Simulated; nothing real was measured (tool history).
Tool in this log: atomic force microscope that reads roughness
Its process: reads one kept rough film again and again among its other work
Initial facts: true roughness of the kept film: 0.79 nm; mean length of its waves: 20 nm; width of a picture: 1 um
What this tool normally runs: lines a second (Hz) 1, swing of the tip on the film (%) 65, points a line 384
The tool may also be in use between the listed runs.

| run | day | lines a second (Hz) | swing of the tip on the film (%) | points a line | roughness of the kept film (nm (root mean square)) |
|---|---|---|---|---|---|
| 1 | 0 | 1 | 65 | 384 | 0.668 |
| 2 | 1.271 | 1 | 65 | 384 | 0.653 |
| 3 | 3.562 | 1 | 65 | 384 | 0.61 |
| 4 | 4.917 | 1 | 65 | 384 | 0.582 |
|  | 5.729 | new tip fitted |
| 5 | 7.029 | 1 | 68 | 384 | 0.672 |
| 6 | 8.558 | 1 | 66 | 384 | 0.638 |
| 7 | 11.058 | 1 | 66 | 384 | 0.6 |
|  | 12.542 | new tip fitted |
| 8 | 13.55 | 1 | 65 | 384 | 0.683 |
| 9 | 15.375 | 1 | 65 | 384 | 0.637 |
|  | 15.554 | height scale calibrated on a step standard |
| 10 | 17.838 | 1 | 65 | 384 | 0.6 |
|  | 19.438 | new tip fitted |
|  | 20.333 | height scale calibrated on a step standard, once more |
| 11 | 20.658 | 1 | 65 | 384 | 0.674 |
| 12 | 22.608 | 1 | 65 | 384 | 0.636 |
| 13 | 23.788 | 1 | 65 | 675 | 0.627 |
| 14 | 25.183 | 1 | 65 | 679 | 0.594 |
|  | 26.288 | new tip fitted |
| 15 | 26.388 | 1 | 65 | 679 | 0.713 |
| 16 | 27.888 | 1 | 65 | 679 | 0.676 |
| 17 | 30.496 | 1 | 65 | 679 | 0.627 |
| 18 | 32.358 | 1 | 78 | 679 | 0.581 |
|  | 33.2 | new tip fitted |
| 19 | 33.521 | 1.14 | 66 | 800 | 0.701 |
| 20 | 34.854 | 0.92 | 65 | 384 | 0.664 |
| 21 | 37.167 | 1 | 76 | 377 | 0.606 |
| 22 | 39.338 | 1 | 76 | 377 | 0.564 |
|  | 40.038 | new tip fitted |
| 23 | 40.504 | 1 | 76 | 377 | 0.677 |
| 24 | 41.725 | 1 | 76 | 377 | 0.652 |
| 25 | 43.467 | 1 | 68 | 384 | 0.628 |
| 26 | 45.85 | 1 | 68 | 384 | 0.583 |
|  | 46.971 | new tip fitted |
| 27 | 48.362 | 1 | 89 | 318 | 0.637 |
| 28 | 50.729 | 1.94 | 65 | 283 | 0.602 |
| 29 | 52.975 | 1.06 | 65 | 384 | 0.592 |
|  | 53.842 | new tip fitted |
| 30 | 54.633 | 1 | 71 | 384 | 0.667 |
| 31 | 56.967 | 1 | 72 | 384 | 0.621 |
| 32 | 58.896 | 0.53 | 69 | 563 | 0.607 |
|  | 60.829 | new tip fitted |
| 33 | 60.971 | 0.53 | 69 | 563 | 0.684 |
| 34 | 62.475 | 0.74 | 65 | 835 | 0.659 |
| 35 | 63.721 | 3.01 | 65 | 596 | 0.603 |

Forecast each of these 4 alternatives for the next run:
| A | 65.396 | 0.88 | 65 | 608 | ? |
| B | 65.396 | 1.83 | 61 | 646 | ? |
| C | 65.396 | 1.44 | 65 | 384 | ? |
| D | 65.396 | 1 | 65 | 535 | ? |

| run | roughness of the kept film (nm (root mean square)) |
|---|---|
| A | 0.594 |
| B | 0.588 |
| C | 0.589 |
| D | 0.595 |
What these runs would have given with no unlogged condition in the tool:
| run | roughness of the kept film (nm (root mean square)) |
|---|---|
| A | 0.711 |
| B | 0.703 |
| C | 0.704 |
| D | 0.712 |
